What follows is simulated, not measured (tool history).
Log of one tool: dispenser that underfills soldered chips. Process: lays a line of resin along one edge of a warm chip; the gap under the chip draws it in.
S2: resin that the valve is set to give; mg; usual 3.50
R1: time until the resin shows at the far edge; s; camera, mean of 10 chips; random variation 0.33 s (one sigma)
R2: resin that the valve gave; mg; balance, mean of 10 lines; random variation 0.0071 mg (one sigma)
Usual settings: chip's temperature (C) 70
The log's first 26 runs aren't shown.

{"hour": 98.9, "done": "new syringe of resin"}
{"run": 27, "hour": 99.0, "chip's temperature (C)": 66, "S2": 3.5, "R1": 16.2, "R2": 3.433}
{"run": 28, "hour": 102.9, "chip's temperature (C)": 83, "S2": 3.61, "R1": 8.3, "R2": 3.514}
{"run": 29, "hour": 107.8, "chip's temperature (C)": 63, "S2": 3.95, "R1": 29.8, "R2": 3.868}
{"hour": 108.5, "done": "new syringe of resin"}
{"run": 30, "hour": 112.9, "chip's temperature (C)": 63, "S2": 3.95, "R1": 23.2, "R2": 3.849}
{"run": 31, "hour": 115.4, "chip's temperature (C)": 68, "S2": 3.09, "R1": 21.4, "R2": 3.014}
{"hour": 118.1, "done": "new syringe of resin"}
{"run": 32, "hour": 118.8, "chip's temperature (C)": 75, "S2": 4.08, "R1": 10.0, "R2": 3.955}
{"run": 33, "hour": 123.2, "chip's temperature (C)": 75, "S2": 4.08, "R1": 13.3, "R2": 3.966}
{"run": 34, "hour": 125.4, "chip's temperature (C)": 75, "S2": 4.08, "R1": 14.1, "R2": 3.962}
{"hour": 127.7, "done": "new syringe of resin"}
{"hour": 130.0, "done": "dispensing valve cleaned and set on the balance"}
{"run": 35, "hour": 131.4, "chip's temperature (C)": 59, "S2": 3.54, "R1": 27.1, "R2": 3.549}

Forecast each of these 3 alternatives for the next run:
{"run": "A", "hour": 136.1, "chip's temperature (C)": 82, "S2": 4.14, "R1": "?", "R2": "?"}
{"run": "B", "hour": 136.1, "chip's temperature (C)": 64, "S2": 3.34, "R1": "?", "R2": "?"}
{"run": "C", "hour": 136.1, "chip's temperature (C)": 65, "S2": 3.91, "R1": "?", "R2": "?"}

run=A R1=10.1 R2=4.133
run=B R1=26.5 R2=3.338
run=C R1=24.1 R2=3.907
Without the tool's hidden state the same runs would have given:
run=A R1=6.8 R2=4.133
run=B R1=18.2 R2=3.338
run=C R1=16.4 R2=3.907
